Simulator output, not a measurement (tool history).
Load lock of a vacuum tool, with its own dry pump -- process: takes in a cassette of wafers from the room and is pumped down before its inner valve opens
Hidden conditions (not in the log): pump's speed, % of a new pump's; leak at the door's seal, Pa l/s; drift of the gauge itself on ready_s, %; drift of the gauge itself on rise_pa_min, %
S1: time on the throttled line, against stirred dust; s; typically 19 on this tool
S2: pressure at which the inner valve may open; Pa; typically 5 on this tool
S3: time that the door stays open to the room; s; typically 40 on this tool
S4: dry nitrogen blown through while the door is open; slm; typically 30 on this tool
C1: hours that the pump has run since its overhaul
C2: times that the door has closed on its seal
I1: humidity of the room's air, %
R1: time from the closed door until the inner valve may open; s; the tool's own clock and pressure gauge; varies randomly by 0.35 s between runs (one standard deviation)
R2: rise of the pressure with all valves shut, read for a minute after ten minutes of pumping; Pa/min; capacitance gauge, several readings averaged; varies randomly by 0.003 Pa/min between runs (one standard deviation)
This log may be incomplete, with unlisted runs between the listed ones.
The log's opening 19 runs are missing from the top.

run	day	S1	S2	S3	S4	C1	C2	I1	R1	R2
20	210.388	19	5	40	30	2567	11688	44.7	29.6	0.048
21	222.579	19	6	69	30	2860	12124	48.1	29.4	0.058
22	229.588	19	9	115	30	3028	12375	48.6	29.0	0.066
23	245.500	19	9	115	30	3410	12945	44.6	28.9	0.062
24	251.933	19	9	115	30	3564	13175	46.7	28.8	0.063
25	260.396	16	5	52	30	3767	13478	44.3	27.1	0.048
26	269.917	16	9	225	17	3996	13819	41.3	25.7	0.081
27	279.204	19	5	40	30	4219	14151	41.9	29.4	0.039
28	292.296	19	5	40	30	4533	14619	44.3	29.5	0.043
29	305.979	19	10	40	30	4861	15109	45.4	28.6	0.044
30	317.221	30	6	40	11	5131	15511	43.2	39.5	0.059
31	331.712	14	5	56	30	5479	16030	44.3	25.0	0.050
32	341.842	33	9	28	36	5722	16393	43.5	41.0	0.039
33	356.771	33	9	28	36	6080	16927	44.5	40.5	0.037
34	371.517	33	9	28	36	6434	17455	43.9	40.4	0.036
35	379.446	12	5	211	30	6625	17738	45.2	23.8	0.073
36	395.392	12	5	211	30	7007	18309	45.9	23.5	0.073
37	404.817	27	5	40	5	7233	18646	45.0	36.7	0.065
38	413.171	29	5	34	35	7434	18945	46.5	37.8	0.041

3 ways to go on from here, each from the tool as it stands after run 38. What would each give?
A	422.958	24	5	135	35	7669	19296	42.4	?	?
B	422.958	29	4	34	35	7669	19296	43.9	?	?
C	422.958	33	5	40	30	7669	19296	43.5	?	?

run	R1	R2
A	33.8	0.054
B	38.8	0.038
C	41.5	0.041
Without the tool's unlogged condition, the same runs would have read:
run	R1	R2
A	33.8	0.054
B	38.8	0.038
C	41.5	0.040

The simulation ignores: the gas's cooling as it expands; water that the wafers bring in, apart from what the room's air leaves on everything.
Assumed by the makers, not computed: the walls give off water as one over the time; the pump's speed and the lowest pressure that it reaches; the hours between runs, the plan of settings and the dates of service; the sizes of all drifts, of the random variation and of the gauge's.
